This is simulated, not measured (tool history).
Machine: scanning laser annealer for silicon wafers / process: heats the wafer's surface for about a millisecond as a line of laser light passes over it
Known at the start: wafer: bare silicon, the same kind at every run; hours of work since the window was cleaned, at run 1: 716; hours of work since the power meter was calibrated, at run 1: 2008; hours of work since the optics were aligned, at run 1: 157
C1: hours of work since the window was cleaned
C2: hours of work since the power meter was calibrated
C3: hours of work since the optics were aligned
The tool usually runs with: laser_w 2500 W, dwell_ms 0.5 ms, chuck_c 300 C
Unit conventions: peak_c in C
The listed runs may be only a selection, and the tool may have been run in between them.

{"run": 1, "hour": 0.0, "laser_w": 2500, "dwell_ms": 0.5, "chuck_c": 300, "C1": 716, "C2": 2008, "C3": 157, "peak_c": 1087}
{"hour": 53.0, "done": "window over the wafer cleaned"}
{"run": 2, "hour": 79.7, "laser_w": 2500, "dwell_ms": 0.36, "chuck_c": 300, "C1": 15, "C2": 2052, "C3": 200, "peak_c": 1018}
{"run": 3, "hour": 130.6, "laser_w": 2500, "dwell_ms": 0.36, "chuck_c": 300, "C1": 44, "C2": 2080, "C3": 229, "peak_c": 1013}
{"run": 4, "hour": 176.7, "laser_w": 2500, "dwell_ms": 0.36, "chuck_c": 300, "C1": 70, "C2": 2106, "C3": 255, "peak_c": 1015}
{"run": 5, "hour": 233.7, "laser_w": 2500, "dwell_ms": 0.5, "chuck_c": 262, "C1": 102, "C2": 2139, "C3": 287, "peak_c": 1082}
{"run": 6, "hour": 316.1, "laser_w": 2500, "dwell_ms": 0.5, "chuck_c": 262, "C1": 148, "C2": 2185, "C3": 334, "peak_c": 1079}
{"run": 7, "hour": 392.2, "laser_w": 2500, "dwell_ms": 0.5, "chuck_c": 262, "C1": 191, "C2": 2228, "C3": 377, "peak_c": 1078}
{"run": 8, "hour": 432.1, "laser_w": 2614, "dwell_ms": 0.5, "chuck_c": 262, "C1": 214, "C2": 2250, "C3": 399, "peak_c": 1124}
{"run": 9, "hour": 495.1, "laser_w": 2500, "dwell_ms": 0.5, "chuck_c": 300, "C1": 249, "C2": 2286, "C3": 435, "peak_c": 1115}
{"run": 10, "hour": 563.4, "laser_w": 2500, "dwell_ms": 0.5, "chuck_c": 328, "C1": 288, "C2": 2324, "C3": 473, "peak_c": 1134}
{"run": 11, "hour": 611.3, "laser_w": 2500, "dwell_ms": 0.598, "chuck_c": 300, "C1": 315, "C2": 2351, "C3": 500, "peak_c": 1173}
{"run": 12, "hour": 704.9, "laser_w": 2500, "dwell_ms": 0.598, "chuck_c": 300, "C1": 367, "C2": 2404, "C3": 553, "peak_c": 1167}
{"run": 13, "hour": 795.8, "laser_w": 2500, "dwell_ms": 0.5, "chuck_c": 300, "C1": 419, "C2": 2455, "C3": 604, "peak_c": 1105}
{"run": 14, "hour": 869.3, "laser_w": 2500, "dwell_ms": 0.5, "chuck_c": 300, "C1": 460, "C2": 2497, "C3": 645, "peak_c": 1101}
{"run": 15, "hour": 938.2, "laser_w": 2500, "dwell_ms": 0.5, "chuck_c": 300, "C1": 499, "C2": 2536, "C3": 684, "peak_c": 1100}
{"run": 16, "hour": 1017.9, "laser_w": 2500, "dwell_ms": 0.5, "chuck_c": 300, "C1": 544, "C2": 2581, "C3": 729, "peak_c": 1099}
{"run": 17, "hour": 1091.5, "laser_w": 2500, "dwell_ms": 0.379, "chuck_c": 300, "C1": 585, "C2": 2622, "C3": 771, "peak_c": 1003}
{"run": 18, "hour": 1160.9, "laser_w": 2709, "dwell_ms": 0.48, "chuck_c": 276, "C1": 624, "C2": 2661, "C3": 810, "peak_c": 1138}
{"run": 19, "hour": 1249.2, "laser_w": 2709, "dwell_ms": 0.48, "chuck_c": 276, "C1": 674, "C2": 2711, "C3": 860, "peak_c": 1139}
{"run": 20, "hour": 1337.8, "laser_w": 2500, "dwell_ms": 0.482, "chuck_c": 330, "C1": 724, "C2": 2761, "C3": 909, "peak_c": 1102}
{"hour": 1376.1, "done": "window over the wafer cleaned"}
{"run": 21, "hour": 1385.2, "laser_w": 2500, "dwell_ms": 0.482, "chuck_c": 330, "C1": 5, "C2": 2786, "C3": 935, "peak_c": 1143}
{"run": 22, "hour": 1467.8, "laser_w": 2160, "dwell_ms": 0.385, "chuck_c": 311, "C1": 52, "C2": 2833, "C3": 982, "peak_c": 919}
{"run": 23, "hour": 1523.1, "laser_w": 2160, "dwell_ms": 0.385, "chuck_c": 311, "C1": 83, "C2": 2864, "C3": 1013, "peak_c": 922}
{"run": 24, "hour": 1587.5, "laser_w": 2160, "dwell_ms": 0.385, "chuck_c": 311, "C1": 119, "C2": 2900, "C3": 1049, "peak_c": 916}
{"run": 25, "hour": 1667.4, "laser_w": 2160, "dwell_ms": 0.385, "chuck_c": 327, "C1": 164, "C2": 2945, "C3": 1094, "peak_c": 932}
{"run": 26, "hour": 1735.6, "laser_w": 2160, "dwell_ms": 0.385, "chuck_c": 327, "C1": 203, "C2": 2984, "C3": 1133, "peak_c": 929}
{"run": 27, "hour": 1811.9, "laser_w": 2160, "dwell_ms": 0.385, "chuck_c": 327, "C1": 246, "C2": 3027, "C3": 1176, "peak_c": 930}
{"run": 28, "hour": 1872.3, "laser_w": 2160, "dwell_ms": 0.385, "chuck_c": 327, "C1": 280, "C2": 3061, "C3": 1210, "peak_c": 928}
{"run": 29, "hour": 1935.8, "laser_w": 2160, "dwell_ms": 0.385, "chuck_c": 327, "C1": 315, "C2": 3097, "C3": 1245, "peak_c": 925}
{"run": 30, "hour": 2015.1, "laser_w": 2160, "dwell_ms": 0.36, "chuck_c": 271, "C1": 360, "C2": 3141, "C3": 1290, "peak_c": 849}

Some steps in peak_c, run to run, broken into two amounts with sign: the step expected even without the hidden condition (settings, incoming material, random variation), and the rest, left for the hidden condition together with whatever gauge scatter is not in both the measured and the hidden-condition-free result:
What the log doesn't record here: light that passes the window, % of a clean one's; laser's true power over the reading, %; width of the line over the set one, %; drift of the gauge itself on peak_c, C.
Run 1 -> 2: dwell_ms 0.5 -> 0.36, window over the wafer cleaned. peak_c -69 C: hidden state +35, all else -104.
Run 16 -> 17: dwell_ms 0.5 -> 0.379. peak_c -96 C: hidden state +0, all else -96.
Run 17 -> 18: laser_w 2500 -> 2709, dwell_ms 0.379 -> 0.48, chuck_c 300 -> 276. peak_c +135 C: hidden state -6, all else +141.
Run 20 -> 21: window over the wafer cleaned. peak_c +41 C: hidden state +38, all else +3.
Run 21 -> 22: laser_w 2500 -> 2160, dwell_ms 0.482 -> 0.385, chuck_c 330 -> 311. peak_c -224 C: hidden state -4, all else -220.
